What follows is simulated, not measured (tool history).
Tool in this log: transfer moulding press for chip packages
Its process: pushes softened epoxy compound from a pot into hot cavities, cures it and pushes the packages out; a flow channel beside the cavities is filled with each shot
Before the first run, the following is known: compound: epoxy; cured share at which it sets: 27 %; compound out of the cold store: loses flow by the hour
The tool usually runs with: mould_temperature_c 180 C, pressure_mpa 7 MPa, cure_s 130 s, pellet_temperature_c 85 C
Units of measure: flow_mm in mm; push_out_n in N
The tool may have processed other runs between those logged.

run   hour  mould_temperature_c  pressure_mpa  cure_s  pellet_temperature_c  incoming compound's hours out of the cold store  flow_mm  push_out_n
  1      0                  180             7     130                    85                                             17.7      717         923
  2   34.2                  180             7     130                    85                                             30.6      648         538
  3   56.2                  180             7     130                    85                                             31.2      644         747
  4   94.2                  180             7     130                    85                                             17.3      701         905
  5    118                  180             7     130                    85                                             29.4      639         523
  6  155.4                  180             7     130                    85                                             23.7      665         810
  7  210.6                  180             7     130                    85                                             30.7      685         629
  8  234.3                  180             7     130                    85                                             31.1      678         818
  9    289                  180             7     130                    85                                             33.2      665         564
 10  319.6                  180             7     130                    85                                             12.5      761         842
 11  375.6                  180             7     130                    85                                             13.4      743         639
 12  408.3                  180             7     130                    85                                             44.1      597         812
 13  446.9                  180             7     130                    85                                             13.1      740         446
 14  470.6                  180             7     130                    85                                             15.4      728         775
 15  493.4                  180          7.74     147                    85                                               27      700         715
 16  523.3                  187          5.78     124                    82                                             29.8      570         756
 17  578.7                  184          7.02     119                    84                                             42.6      578         783
 18  629.3                  180             7     158                    86                                             42.7      578         520
 19    653                  180          7.26     126                    86                                             41.6      591         795
 20  705.1                  180          7.26     126                    86                                             44.5      628         521
 21  756.5                  180          7.26     126                    86                                             47.7      614         843
 22  800.8                  180          7.26     126                    86                                             12.1      783         714
 23  839.4                  180          7.26     126                    86                                             10.7      788        1030
 24    894                  180          7.26     126                    86                                             34.3      660         737
 25  926.7                  180          7.26     126                    86                                             19.7      722         959
 26  957.4                  180          7.26     126                    86                                             11.9      759         598
 27  988.1                  180          7.26     126                    86                                             23.9      697         837

Not shown: 16 entries that the log had between the listed runs. Between which runs, and how does the tool's hidden state differ before and after?
Logged between run 1 and run 2: cavities cleaned with cleaning compound and waxed (hour 28.5)
  true mould temperature over the reading, C: 0.12 -> 0.16; pressure that reaches the compound, % of what is set: 89.29 -> 88.11; grip of the stained cavities, % over clean ones': 101.1 -> 19.9
  measured minus no-state result, flow_mm: -42 -> -43 mm; push_out_n: +463 -> +85 N
Logged between run 4 and run 5: cavities cleaned with cleaning compound and waxed (hour 112)
  true mould temperature over the reading, C: 0.25 -> 0.28; pressure that reaches the compound, % of what is set: 85.76 -> 84.95; grip of the stained cavities, % over clean ones': 106.4 -> 23.5
  measured minus no-state result, flow_mm: -57 -> -55 mm; push_out_n: +460 -> +93 N
Logged between run 6 and run 7: plunger's sealing rings changed (hour 181.4); cavities cleaned with cleaning compound and waxed (hour 197.4)
  true mould temperature over the reading, C: 0.33 -> 0.41; pressure that reaches the compound, % of what is set: 83.73 -> 98.55; grip of the stained cavities, % over clean ones': 90.6 -> 42.5
  measured minus no-state result, flow_mm: -63 -> -7 mm; push_out_n: +376 -> +176 N
Logged between run 8 and run 9: cavities cleaned with cleaning compound and waxed (hour 280.3)
  true mould temperature over the reading, C: 0.44 -> 0.51; pressure that reaches the compound, % of what is set: 97.67 -> 95.8; grip of the stained cavities, % over clean ones': 85.3 -> 31.2
  measured minus no-state result, flow_mm: -9 -> -16 mm; push_out_n: +364 -> +125 N
Logged between run 10 and run 11: cavities cleaned with cleaning compound and waxed (hour 362.3)
  true mould temperature over the reading, C: 0.56 -> 0.64; pressure that reaches the compound, % of what is set: 94.85 -> 92.82; grip of the stained cavities, % over clean ones': 87.8 -> 39.1
  measured minus no-state result, flow_mm: -23 -> -30 mm; push_out_n: +378 -> +162 N
Logged between run 12 and run 13: cavities cleaned with cleaning compound and waxed (hour 446.8)
  true mould temperature over the reading, C: 0.69 -> 0.74; pressure that reaches the compound, % of what is set: 91.73 -> 90.42; grip of the stained cavities, % over clean ones': 91 -> 1.9
  measured minus no-state result, flow_mm: -28 -> -40 mm; push_out_n: +373 -> -11 N
Logged between run 16 and run 17: cavities cleaned with cleaning compound and waxed (hour 529.3)
  true mould temperature over the reading, C: 0.85 -> 0.93; pressure that reaches the compound, % of what is set: 87.71 -> 85.87; grip of the stained cavities, % over clean ones': 110.1 -> 94.3
  measured minus no-state result, flow_mm: -41 -> -48 mm; push_out_n: +391 -> +367 N
Logged between run 17 and run 18: mould's thermocouples calibrated (hour 583.9); cavities cleaned with cleaning compound and waxed (hour 614.2)
  true mould temperature over the reading, C: 0.93 -> 1.18; pressure that reaches the compound, % of what is set: 85.87 -> 84.29; grip of the stained cavities, % over clean ones': 94.3 -> 48.9
  measured minus no-state result, flow_mm: -48 -> -54 mm; push_out_n: +367 -> +163 N
Logged between run 19 and run 20: plunger's sealing rings changed (hour 666.2); cavities cleaned with cleaning compound and waxed (hour 698.9)
  true mould temperature over the reading, C: 1.21 -> 1.28; pressure that reaches the compound, % of what is set: 83.52 -> 98.77; grip of the stained cavities, % over clean ones': 86.1 -> 25.8
  measured minus no-state result, flow_mm: -59 -> -7 mm; push_out_n: +343 -> +80 N
Logged between run 21 and run 22: mould's thermocouples calibrated, once more (hour 775.3); cavities cleaned with cleaning compound and waxed (hour 785.8)
  true mould temperature over the reading, C: 1.35 -> -0.35; pressure that reaches the compound, % of what is set: 97 -> 95.56; grip of the stained cavities, % over clean ones': 102.1 -> 46.3
  measured minus no-state result, flow_mm: -13 -> -17 mm; push_out_n: +397 -> +237 N
Logged between run 23 and run 24: cavities cleaned with cleaning compound and waxed (hour 870.1)
  true mould temperature over the reading, C: -0.29 -> -0.21; pressure that reaches the compound, % of what is set: 94.21 -> 92.52; grip of the stained cavities, % over clean ones': 98.9 -> 64.8
  measured minus no-state result, flow_mm: -22 -> -25 mm; push_out_n: +520 -> +297 N
Logged between run 25 and run 26: cavities cleaned with cleaning compound and waxed (hour 952.5)
  true mould temperature over the reading, C: -0.17 -> -0.13; pressure that reaches the compound, % of what is set: 91.41 -> 90.25; grip of the stained cavities, % over clean ones': 102.1 -> 20.9
  measured minus no-state result, flow_mm: -33 -> -39 mm; push_out_n: +490 -> +108 N
